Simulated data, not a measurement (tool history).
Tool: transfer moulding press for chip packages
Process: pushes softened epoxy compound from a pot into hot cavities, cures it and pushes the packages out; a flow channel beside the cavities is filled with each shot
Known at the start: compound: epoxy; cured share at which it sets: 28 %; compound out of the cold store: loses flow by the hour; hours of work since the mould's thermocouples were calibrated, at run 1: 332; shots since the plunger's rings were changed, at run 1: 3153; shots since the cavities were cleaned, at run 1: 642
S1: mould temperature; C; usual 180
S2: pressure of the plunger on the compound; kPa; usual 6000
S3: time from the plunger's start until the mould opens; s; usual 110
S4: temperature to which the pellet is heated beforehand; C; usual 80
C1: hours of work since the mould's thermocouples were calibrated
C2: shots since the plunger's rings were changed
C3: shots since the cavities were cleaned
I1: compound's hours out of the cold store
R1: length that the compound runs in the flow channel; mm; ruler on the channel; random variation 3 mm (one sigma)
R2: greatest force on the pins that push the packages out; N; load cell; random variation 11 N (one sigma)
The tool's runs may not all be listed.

run	hour	S1	S2	S3	S4	C1	C2	C3	I1	R1	R2
1	0	180	6000	110	80	332	3153	642	12.9	654	511
2	10.9	180	6000	134	80	339	3259	748	16	633	434
3	23.8	180	6000	110	80	347	3385	874	21	624	512
# hour 32.3: cavities cleaned with cleaning compound and waxed
4	38.7	180	6000	110	80	356	3516	62	41.8	567	500
5	60.9	180	6000	110	80	370	3733	279	32.6	588	503
6	82.1	180	4550	110	80	383	3940	486	20	547	514
7	99.3	180	6000	110	80	394	4108	654	39.1	570	496
8	110.9	180	6000	110	80	401	4222	768	33.1	586	518
# hour 129.7: cavities cleaned with cleaning compound and waxed
9	130	180	6000	110	80	412	4394	3	8.6	668	528
10	145.6	180	6000	110	80	422	4546	155	35.4	583	491
11	166.8	180	6000	110	80	435	4753	362	34.7	586	509
12	188	180	6000	123	80	448	4960	569	33.7	585	450
# hour 198.1: plunger's sealing rings changed
13	209.9	180	6000	102	80	460	115	759	12.3	651	603
14	219.6	180	6000	102	80	466	210	854	27.9	603	586
# hour 229.4: cavities cleaned with cleaning compound and waxed
15	243	180	6000	102	80	480	424	133	22.7	620	587
16	264.2	180	6000	102	84	493	630	339	26	609	583
17	276.8	179	6000	108	80	501	754	463	9.9	663	590
18	289.6	173	4530	127	80	509	880	589	32.2	528	597
19	305.4	173	4530	94	87	519	1033	742	26	542	1185
# hour 317.9: mould's thermocouples calibrated
# hour 328.4: cavities cleaned with cleaning compound and waxed
20	328.9	173	4530	94	89	6	1229	5	29.6	538	1130
21	348.4	173	4530	94	89	18	1419	195	25.9	550	1169
22	366.8	173	4530	94	89	30	1599	375	18.5	569	1177
23	387.4	175	6030	101	89	43	1800	576	41.5	579	792
24	409.7	180	6000	107	72	57	2018	794	12.8	654	547
# hour 425.6: cavities cleaned with cleaning compound and waxed
25	426.2	180	6000	107	72	66	2165	6	20.7	622	568
26	438.2	180	6040	136	80	73	2282	123	28.1	605	410
27	457.5	182	5010	137	80	86	2471	312	19.5	574	413
28	477.4	182	5010	137	80	98	2665	506	35.4	530	403
29	499.3	182	5010	137	80	112	2879	720	13	582	414

Hidden state at the last listed run before each entry between runs and at the first one after, where it differs:
Between runs 3 and 4: cavities cleaned with cleaning compound and waxed (hour 32.3)
  pressure that reaches the compound, % of what is set: 99.84 -> 99.83; grip of the stained cavities, % over clean ones': 1.8 -> 0.2
  measured less the result without the state, R2: +8 -> +1 N
Between runs 8 and 9: cavities cleaned with cleaning compound and waxed (hour 129.7)
  grip of the stained cavities, % over clean ones': 1.7 -> 0.1
  measured less the result without the state, R2: +8 -> -1 N
Between runs 12 and 13: plunger's sealing rings changed (hour 198.1)
  pressure that reaches the compound, % of what is set: 99.77 -> 99.99; grip of the stained cavities, % over clean ones': 1.5 -> 1.7
  measured less the result without the state, R2: +6 -> +9 N
Between runs 14 and 15: cavities cleaned with cleaning compound and waxed (hour 229.4)
  pressure that reaches the compound, % of what is set: 99.98 -> 99.97; grip of the stained cavities, % over clean ones': 1.8 -> 0.5
  measured less the result without the state, R2: +9 -> +2 N
Between runs 19 and 20: mould's thermocouples calibrated (hour 317.9); cavities cleaned with cleaning compound and waxed (hour 328.4)
  true mould temperature over the reading, C: 0.03 -> 0.01; pressure that reaches the compound, % of what is set: 99.94 -> 99.93; grip of the stained cavities, % over clean ones': 1.7 -> 0
  measured less the result without the state, R2: +17 -> +0 N
Between runs 24 and 25: cavities cleaned with cleaning compound and waxed (hour 425.6)
  pressure that reaches the compound, % of what is set: 99.9 -> 99.89; grip of the stained cavities, % over clean ones': 1.7 -> 0.1
  measured less the result without the state, R2: +9 -> +0 N

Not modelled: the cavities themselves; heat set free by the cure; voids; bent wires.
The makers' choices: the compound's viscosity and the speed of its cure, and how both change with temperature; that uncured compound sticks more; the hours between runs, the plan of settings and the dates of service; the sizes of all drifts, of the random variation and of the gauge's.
